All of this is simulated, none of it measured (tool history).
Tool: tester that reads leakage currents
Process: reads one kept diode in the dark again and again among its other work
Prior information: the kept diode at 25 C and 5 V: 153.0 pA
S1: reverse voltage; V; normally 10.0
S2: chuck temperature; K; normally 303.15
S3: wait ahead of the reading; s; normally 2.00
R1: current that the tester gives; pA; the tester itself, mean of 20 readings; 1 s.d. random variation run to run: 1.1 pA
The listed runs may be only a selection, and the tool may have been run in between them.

run 1 hour=0.0 | S1=10.0 S2=303.15 S3=2.00 | R1=353.90
run 2 hour=22.1 | S1=10.0 S2=303.15 S3=2.00 | R1=352.29
run 3 hour=50.3 | S1=10.0 S2=303.15 S3=2.00 | R1=352.50
run 4 hour=81.7 | S1=1.4 S2=303.15 S3=2.00 | R1=126.78
run 5 hour=101.4 | S1=1.4 S2=303.15 S3=2.00 | R1=126.46
run 6 hour=131.1 | S1=10.0 S2=310.15 S3=2.00 | R1=662.38
run 7 hour=166.4 | S1=4.1 S2=303.15 S3=2.00 | R1=221.68
run 8 hour=186.0 | S1=4.1 S2=303.15 S3=2.00 | R1=220.35
run 9 hour=201.1 | S1=4.1 S2=303.15 S3=2.00 | R1=221.58
run 10 hour=235.2 | S1=10.0 S2=303.15 S3=2.28 | R1=353.06
run 11 hour=259.6 | S1=10.0 S2=303.15 S3=2.28 | R1=350.00
run 12 hour=289.3 | S1=10.0 S2=303.15 S3=2.28 | R1=352.38
run 13 hour=307.6 | S1=1.2 S2=303.15 S3=2.00 | R1=118.59
run 14 hour=340.5 | S1=1.2 S2=303.15 S3=2.00 | R1=116.91
run 15 hour=371.1 | S1=1.2 S2=317.15 S3=2.00 | R1=401.85
run 16 hour=403.3 | S1=1.8 S2=303.15 S3=2.00 | R1=143.77
run 17 hour=418.6 | S1=1.8 S2=303.15 S3=2.00 | R1=144.71
run 18 hour=432.9 | S1=1.8 S2=303.15 S3=2.00 | R1=144.34
run 19 hour=464.2 | S1=7.2 S2=327.15 S3=1.56 | R1=2329.24
run 20 hour=498.6 | S1=7.0 S2=293.15 S3=0.41 | R1=116.72
run 21 hour=519.5 | S1=7.0 S2=293.15 S3=0.41 | R1=117.46
run 22 hour=545.4 | S1=7.0 S2=293.15 S3=0.41 | R1=117.11
run 23 hour=566.8 | S1=1.0 S2=301.15 S3=9.45 | R1=88.52
run 24 hour=597.7 | S1=8.7 S2=301.15 S3=9.45 | R1=270.81
run 25 hour=618.4 | S1=5.8 S2=303.15 S3=4.66 | R1=265.04
run 26 hour=638.5 | S1=7.1 S2=293.15 S3=0.85 | R1=114.87
run 27 hour=671.3 | S1=7.1 S2=293.15 S3=0.85 | R1=115.12
run 28 hour=699.7 | S1=14.2 S2=318.15 S3=2.39 | R1=1585.46
run 29 hour=732.1 | S1=1.5 S2=303.15 S3=4.07 | R1=130.42
run 30 hour=762.7 | S1=1.5 S2=303.15 S3=4.07 | R1=130.48
run 31 hour=796.3 | S1=1.5 S2=303.15 S3=4.07 | R1=131.19
run 32 hour=817.2 | S1=1.5 S2=303.15 S3=4.07 | R1=130.65
run 33 hour=848.7 | S1=7.5 S2=305.15 S3=1.04 | R1=366.44
run 34 hour=880.5 | S1=10.0 S2=300.15 S3=2.98 | R1=265.44
run 35 hour=900.7 | S1=14.5 S2=326.15 S3=2.00 | R1=3100.53

Each row is a separate what-if for the run after 35, all from the same tool condition, not one after another. Results?
run A hour=931.4 | S1=14.5 S2=323.15 S3=1.35 | R1=?
run B hour=931.4 | S1=2.7 S2=303.15 S3=2.00 | R1=?
run C hour=931.4 | S1=14.5 S2=309.15 S3=2.00 | R1=?
run D hour=931.4 | S1=1.3 S2=303.15 S3=3.56 | R1=?
run E hour=931.4 | S1=11.6 S2=297.15 S3=2.00 | R1=?

run=A R1=2425.89
run=B R1=178.05
run=C R1=734.41
run=D R1=121.78
run=E R1=216.36
Stripped of hidden state, with their random variation kept, the same runs would have yielded:
run=A R1=2427.81
run=B R1=178.19
run=C R1=734.99
run=D R1=121.88
run=E R1=216.51
